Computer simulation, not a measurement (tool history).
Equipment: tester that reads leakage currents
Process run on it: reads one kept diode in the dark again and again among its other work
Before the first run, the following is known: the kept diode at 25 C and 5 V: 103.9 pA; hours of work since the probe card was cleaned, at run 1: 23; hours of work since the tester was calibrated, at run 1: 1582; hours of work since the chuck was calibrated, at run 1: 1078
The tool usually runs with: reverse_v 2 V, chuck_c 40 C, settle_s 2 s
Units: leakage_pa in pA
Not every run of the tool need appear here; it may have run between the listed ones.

run   hour  reverse_v  chuck_c  settle_s  hours of work since the probe card was cleaned  hours of work since the tester was calibrated  hours of work since the chuck was calibrated  leakage_pa
  1      0          2       40         2                                              23                                           1582                                          1078      281.18
  2     44          2       40         2                                              55                                           1613                                          1110      280.45
  3     77          2       40         2                                              78                                           1637                                          1133      281.38
  4  109.6          2       40         2                                             101                                           1660                                          1157      280.58
  5  144.2          2       40         2                                             126                                           1685                                          1181      280.69
  6  180.9          2       40         2                                             152                                           1711                                          1208      278.55
  7  199.7          2       40         2                                             166                                           1725                                          1221      281.44
  8  240.2          2       40         2                                             195                                           1754                                          1250      280.53
  9  274.3          2       40         2                                             219                                           1778                                          1274      280.49
     293.2  -- chuck's temperature calibrated
 10  306.4          2       40         2                                             241                                           1800                                             9       280.3
 11  330.7          2       40         2                                             258                                           1817                                            27      278.48
 12  349.4          2       40         2                                             272                                           1830                                            40      282.03
 13    375      19.26       40         2                                             290                                           1849                                            58      585.36
 14  399.3       2.29       26      0.37                                             307                                           1866                                            76       89.43
 15  418.3       2.29       26      0.37                                             321                                           1880                                            89       89.75
 16  443.2       1.11       42      2.07                                             339                                           1898                                           107      272.85
 17  472.8      12.72       54      1.09                                             360                                           1919                                           128      1527.9
 18  511.1       1.13       38      1.02                                             387                                           1946                                           156      196.26
 19  542.7       1.12       38      1.02                                             410                                           1969                                           178      196.74
 20  578.5        2.4       24         2                                             435                                           1994                                           204       75.43
 21  619.9        2.4       24         2                                             465                                           2024                                           234       74.72
 22  662.1        2.4       24         2                                             495                                           2054                                           264       74.88
 23  690.7       1.76       24      5.51                                             516                                           2075                                           284       67.83
 24  717.7       1.76       24      5.51                                             535                                           2094                                           304       67.56

Take each entry between the runs: how does the hidden state at the last listed run before it differ from the hidden state at the first listed run after it?
Logged between run 9 and run 10: chuck's temperature calibrated (hour 293.2)
  true chuck temperature over the reading, C: -0.01 -> 0
